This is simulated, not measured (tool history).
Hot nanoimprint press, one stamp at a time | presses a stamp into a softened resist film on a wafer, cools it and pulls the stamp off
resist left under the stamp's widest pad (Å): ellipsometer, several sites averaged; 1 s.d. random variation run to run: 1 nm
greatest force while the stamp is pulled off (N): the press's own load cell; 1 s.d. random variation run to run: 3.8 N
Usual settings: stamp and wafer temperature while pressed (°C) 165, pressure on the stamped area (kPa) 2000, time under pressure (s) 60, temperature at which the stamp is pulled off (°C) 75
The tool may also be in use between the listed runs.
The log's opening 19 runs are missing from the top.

| run | hour | stamp and wafer temperature while pressed (°C) | pressure on the stamped area (kPa) | time under pressure (s) | temperature at which the stamp is pulled off (°C) | hours of work since the thermocouple was calibrated | imprints on the stamp's release coat | hours of work since the press's seals were changed | resist left under the stamp's widest pad (Å) | greatest force while the stamp is pulled off (N) |
|---|---|---|---|---|---|---|---|---|---|---|
| 20 | 198.4 | 172 | 1210 | 61 | 63 | 171 | 194 | 140 | 1854 | 240 |
| 21 | 210.7 | 172 | 1210 | 61 | 63 | 179 | 222 | 149 | 1870 | 240 |
| 22 | 222.3 | 172 | 1210 | 61 | 63 | 188 | 249 | 158 | 1884 | 236 |
| 23 | 233.2 | 172 | 1620 | 72 | 63 | 196 | 274 | 166 | 1542 | 237 |
| 24 | 241.5 | 153 | 2980 | 60 | 75 | 202 | 293 | 172 | 2071 | 182 |
| 25 | 249.7 | 165 | 2280 | 51 | 63 | 208 | 311 | 178 | 1711 | 236 |
| 26 | 262.5 | 165 | 2280 | 51 | 63 | 217 | 341 | 187 | 1724 | 237 |
| 27 | 272 | 165 | 2000 | 38 | 72 | 224 | 362 | 194 | 1966 | 199 |
| 28 | 278.1 | 165 | 2000 | 63 | 72 | 228 | 376 | 198 | 1722 | 199 |
| 29 | 284.9 | 175 | 2490 | 60 | 77 | 233 | 392 | 203 | 1176 | 171 |
| 30 | 295.1 | 175 | 2490 | 60 | 77 | 241 | 415 | 211 | 1189 | 176 |
| 31 | 306.3 | 156 | 2000 | 60 | 75 | 249 | 441 | 219 | 2231 | 185 |

Each row is a separate what-if for the run after 31, all from the same tool condition, not one after another. Results?
| A | 315.4 | 156 | 2230 | 59 | 69 | 255 | 462 | 225 | ? | ? |
| B | 315.4 | 165 | 2100 | 60 | 67 | 255 | 462 | 225 | ? | ? |
| C | 315.4 | 165 | 2000 | 39 | 75 | 255 | 462 | 225 | ? | ? |

| run | resist left under the stamp's widest pad (Å) | greatest force while the stamp is pulled off (N) |
|---|---|---|
| A | 2136 | 218 |
| B | 1717 | 213 |
| C | 1937 | 182 |
With no hidden state in the tool, these same runs would have given:
| run | resist left under the stamp's widest pad (Å) | greatest force while the stamp is pulled off (N) |
|---|---|---|
| A | 2135 | 218 |
| B | 1716 | 213 |
| C | 1937 | 182 |
